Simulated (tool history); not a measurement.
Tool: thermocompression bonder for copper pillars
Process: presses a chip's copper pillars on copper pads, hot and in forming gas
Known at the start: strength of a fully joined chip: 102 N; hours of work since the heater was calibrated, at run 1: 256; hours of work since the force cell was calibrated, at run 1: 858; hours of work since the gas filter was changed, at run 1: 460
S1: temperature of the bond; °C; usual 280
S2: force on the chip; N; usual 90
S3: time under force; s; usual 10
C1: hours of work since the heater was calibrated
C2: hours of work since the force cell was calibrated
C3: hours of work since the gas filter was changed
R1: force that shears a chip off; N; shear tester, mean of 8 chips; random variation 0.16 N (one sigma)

run	day	S1	S2	S3	C1	C2	C3	R1
1	0	280	90	10	256	858	460	52
2	0.212	280	90	10	260	862	464	51.8
3	0.575	280	90	10	267	869	471	51.9
4	0.758	280	90	10	271	872	474	52
# day 0.812: forming gas filter changed
5	1.112	276	90	10	277	879	6	49.9
6	1.346	276	90	10	281	883	10	50
7	1.712	280	90	10	288	890	17	52.6
8	2.088	280	90	10	295	897	24	52.5
9	2.304	280	90	10	299	901	28	52.5
10	2.512	280	90	10	303	905	32	52.5
11	2.717	280	90	10	307	909	36	52.4
12	3.088	280	90	10	314	916	43	52.5
13	3.321	280	90	9	318	920	47	50.9
14	3.658	280	90	9	325	926	53	50.9
15	3.971	280	90	10	330	932	59	52.7
16	4.162	271	90	10	334	936	63	48.4
17	4.425	271	90	10	339	941	68	48.3
# day 4.738: gauge calibrated
18	4.738	271	90	10	345	947	74	47.3
19	5.046	280	90	10	351	952	79	51.9
20	5.267	275	90	10	355	957	84	49.3
21	5.533	275	90	10	360	962	89	49.4
22	5.762	275	90	10	364	966	93	49.5
23	5.938	254	123	10	367	969	96	46.4
24	6.108	259	123	17	371	972	99	58.4
25	6.329	285	96	10	375	977	104	56.5
26	6.558	280	110	24	379	981	108	73.6
27	6.933	280	63	24	386	988	115	59.4
28	7.3	251	63	7	393	995	122	26.4
29	7.596	273	118	20	399	1000	127	69.1
30	7.908	273	118	20	404	1006	133	69.3
31	8.121	261	83	22	408	1010	137	54.6
32	8.392	261	83	22	413	1015	142	54.7
33	8.583	299	110	22	417	1019	146	82.6
34	8.75	271	90	10	420	1022	149	48.1
# day 9.067: force cell calibrated
35	9.108	258	67	17	426	1	155	43.5
# day 9.317: gauge calibrated
36	9.392	258	67	17	431	6	160	42.5
37	9.675	258	67	17	436	11	165	42.6
38	9.896	262	104	6	441	16	169	38.2
39	10.112	288	97	8	445	20	173	53.8
40	10.408	288	97	8	450	25	179	53.8

Forecast each of these 3 alternatives for the next run:
A	10.775	275	90	10	457	32	186	?
B	10.775	277	90	14	457	32	186	?
C	10.775	300	91	24	457	32	186	?

run	R1
A	49.5
B	57
C	78.7
Without the tool's hidden state the same runs would have given:
run	R1
A	49.1
B	56.5
C	78
